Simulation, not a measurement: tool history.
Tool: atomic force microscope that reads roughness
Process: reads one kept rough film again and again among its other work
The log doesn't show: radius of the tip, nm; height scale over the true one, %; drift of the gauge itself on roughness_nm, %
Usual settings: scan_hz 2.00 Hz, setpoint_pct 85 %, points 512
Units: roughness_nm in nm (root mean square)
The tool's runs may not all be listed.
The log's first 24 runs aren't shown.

run     day  scan_hz  setpoint_pct  points  pictures with this tip  hours of work since the height scale was calibrated  roughness_nm
 25   7.196     0.51            67     300                      96                                                  166         1.050
 26   7.525     0.51            67     300                     111                                                  171         1.050
 27   7.867     2.00            70     373                     126                                                  176         0.986
 28   8.133     2.00            70     373                     138                                                  180         0.994
 29   8.550     0.94            84     512                     157                                                  187         0.993
 30   8.912     0.75            83     430                     173                                                  192         1.005
 31   9.283     0.75            83     430                     190                                                  198         1.004
 32   9.688     0.75            83     746                     208                                                  204         1.004
 33  10.012     0.75            83     746                     223                                                  209         1.013
     10.092  -- new tip fitted
 34  10.338     2.75            83     474                      11                                                  213         0.869
 35  10.512     2.24            83     420                      19                                                  216         0.898

5 ways to go on from here, each from the tool as it stands after run 35. What would each give?
  A  10.858     3.04            58     394                      34                                                  221             ?
  B  10.858     2.00            85     512                      34                                                  221             ?
  C  10.858     3.98            69     385                      34                                                  221             ?
  D  10.858     2.24            61     420                      34                                                  221             ?
  E  10.858     0.73            55     258                      34                                                  221             ?

run  roughness_nm
  A         1.010
  B         0.907
  C         0.923
  D         1.015
  E         1.054
Without the tool's hidden state the same runs would have given:
run  roughness_nm
  A         1.011
  B         0.908
  C         0.924
  D         1.016
  E         1.055

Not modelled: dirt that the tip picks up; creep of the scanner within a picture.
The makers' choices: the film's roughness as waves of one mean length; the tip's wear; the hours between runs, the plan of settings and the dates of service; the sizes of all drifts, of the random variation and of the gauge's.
